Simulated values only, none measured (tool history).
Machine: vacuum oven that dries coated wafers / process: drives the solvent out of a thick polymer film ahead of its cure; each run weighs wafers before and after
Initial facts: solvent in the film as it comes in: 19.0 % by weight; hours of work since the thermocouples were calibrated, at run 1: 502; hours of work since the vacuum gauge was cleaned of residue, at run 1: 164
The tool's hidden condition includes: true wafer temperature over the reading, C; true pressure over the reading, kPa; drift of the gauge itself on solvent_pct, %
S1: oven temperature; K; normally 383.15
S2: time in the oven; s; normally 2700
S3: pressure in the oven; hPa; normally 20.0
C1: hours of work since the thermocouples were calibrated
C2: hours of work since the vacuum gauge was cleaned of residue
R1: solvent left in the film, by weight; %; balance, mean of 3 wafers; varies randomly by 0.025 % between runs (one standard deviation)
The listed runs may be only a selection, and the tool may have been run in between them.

| run | hour | S1 | S2 | S3 | C1 | C2 | R1 |
|---|---|---|---|---|---|---|---|
| 1 | 0.0 | 383.15 | 2700 | 20.0 | 502 | 164 | 2.63 |
| 2 | 9.5 | 383.15 | 2700 | 20.0 | 509 | 171 | 2.65 |
| 3 | 17.2 | 383.15 | 2700 | 20.0 | 514 | 177 | 2.60 |
| 4 | 31.5 | 383.15 | 2700 | 20.0 | 524 | 187 | 2.63 |
| 5 | 42.4 | 383.15 | 2700 | 34.9 | 532 | 195 | 3.19 |
| 6 | 53.8 | 383.15 | 2400 | 34.9 | 540 | 203 | 3.66 |
| 7 | 64.8 | 383.15 | 2400 | 34.9 | 548 | 211 | 3.61 |
| 8 | 82.3 | 384.15 | 2400 | 34.9 | 561 | 223 | 3.40 |
| 9 | 90.4 | 384.15 | 2400 | 34.9 | 567 | 229 | 3.32 |
| 10 | 103.2 | 383.15 | 2700 | 23.5 | 576 | 238 | 2.70 |
| 11 | 114.2 | 383.15 | 2700 | 70.4 | 584 | 246 | 4.49 |
| 12 | 122.6 | 383.15 | 2700 | 70.4 | 590 | 252 | 4.46 |
| 13 | 139.8 | 369.15 | 2700 | 20.0 | 602 | 264 | 6.08 |
|  | 142.6 | oven's thermocouples calibrated |
| 14 | 158.5 | 383.15 | 2700 | 20.0 | 11 | 276 | 2.55 |
| 15 | 167.7 | 383.15 | 2700 | 20.0 | 18 | 283 | 2.45 |
| 16 | 181.3 | 383.15 | 2700 | 20.0 | 28 | 293 | 2.51 |
| 17 | 192.3 | 383.15 | 2700 | 20.0 | 36 | 301 | 2.50 |
| 18 | 203.7 | 377.15 | 2700 | 20.0 | 44 | 309 | 3.79 |
| 19 | 220.2 | 383.15 | 2700 | 53.3 | 56 | 321 | 3.72 |
|  | 228.9 | oven's thermocouples calibrated, once more |
| 20 | 237.2 | 383.15 | 2700 | 53.3 | 6 | 331 | 4.32 |
| 21 | 250.6 | 383.15 | 2700 | 10.0 | 16 | 341 | 2.56 |
| 22 | 264.7 | 383.15 | 2700 | 20.0 | 26 | 351 | 2.99 |
| 23 | 283.2 | 387.15 | 2700 | 20.0 | 39 | 364 | 2.16 |
| 24 | 297.7 | 387.15 | 2700 | 20.0 | 49 | 375 | 2.15 |
| 25 | 309.3 | 387.15 | 1920 | 62.9 | 58 | 383 | 4.92 |
| 26 | 323.3 | 383.15 | 1440 | 37.9 | 68 | 393 | 6.58 |
| 27 | 338.8 | 383.15 | 2700 | 12.6 | 79 | 404 | 2.64 |
| 28 | 353.2 | 374.15 | 3900 | 13.4 | 89 | 414 | 3.08 |
| 29 | 370.0 | 396.15 | 2940 | 10.3 | 101 | 426 | 0.64 |
| 30 | 384.4 | 377.15 | 2700 | 20.0 | 111 | 437 | 4.36 |
| 31 | 399.2 | 383.15 | 2340 | 11.7 | 122 | 447 | 3.19 |
| 32 | 415.5 | 371.15 | 2700 | 14.4 | 134 | 459 | 5.71 |
| 33 | 422.9 | 371.15 | 2700 | 14.4 | 139 | 464 | 5.77 |
| 34 | 439.6 | 390.15 | 2700 | 20.0 | 151 | 476 | 1.68 |
| 35 | 454.0 | 381.15 | 4020 | 15.4 | 161 | 487 | 1.75 |
| 36 | 470.5 | 369.15 | 1380 | 74.0 | 173 | 498 | 11.88 |
| 37 | 489.1 | 382.15 | 1920 | 46.8 | 186 | 512 | 5.68 |
| 38 | 502.6 | 375.15 | 2520 | 38.7 | 196 | 521 | 6.03 |
| 39 | 510.8 | 375.15 | 2520 | 38.7 | 202 | 527 | 6.01 |
| 40 | 528.8 | 383.15 | 2700 | 34.3 | 215 | 540 | 3.48 |
| 41 | 546.5 | 378.15 | 3180 | 47.6 | 227 | 553 | 4.56 |
| 42 | 558.5 | 378.15 | 4680 | 47.6 | 236 | 561 | 3.33 |
| 43 | 569.0 | 377.15 | 3480 | 10.2 | 243 | 569 | 2.72 |
| 44 | 587.1 | 377.15 | 3480 | 14.2 | 256 | 582 | 2.90 |
| 45 | 605.4 | 377.15 | 3480 | 14.2 | 270 | 595 | 2.86 |
| 46 | 622.7 | 388.15 | 1500 | 10.1 | 282 | 607 | 4.09 |
| 47 | 639.0 | 390.15 | 1980 | 45.0 | 294 | 619 | 3.43 |
| 48 | 657.0 | 378.15 | 2040 | 20.0 | 306 | 632 | 5.38 |

For each entry between runs, how does the tool's hidden state at the last listed run before it compare with that at the first listed run after it?
From run 13 to run 14: oven's thermocouples calibrated (hour 142.6)
  true wafer temperature over the reading, C: 1.12 -> 1.57; true pressure over the reading, kPa: 0.059 -> 0.062
  measured less the result without the state, R1: -0.30 -> -0.29 %
From run 19 to run 20: oven's thermocouples calibrated, once more (hour 228.9)
  true wafer temperature over the reading, C: 1.66 -> -0.66; true pressure over the reading, kPa: 0.072 -> 0.074
  measured less the result without the state, R1: -0.35 -> +0.19 %
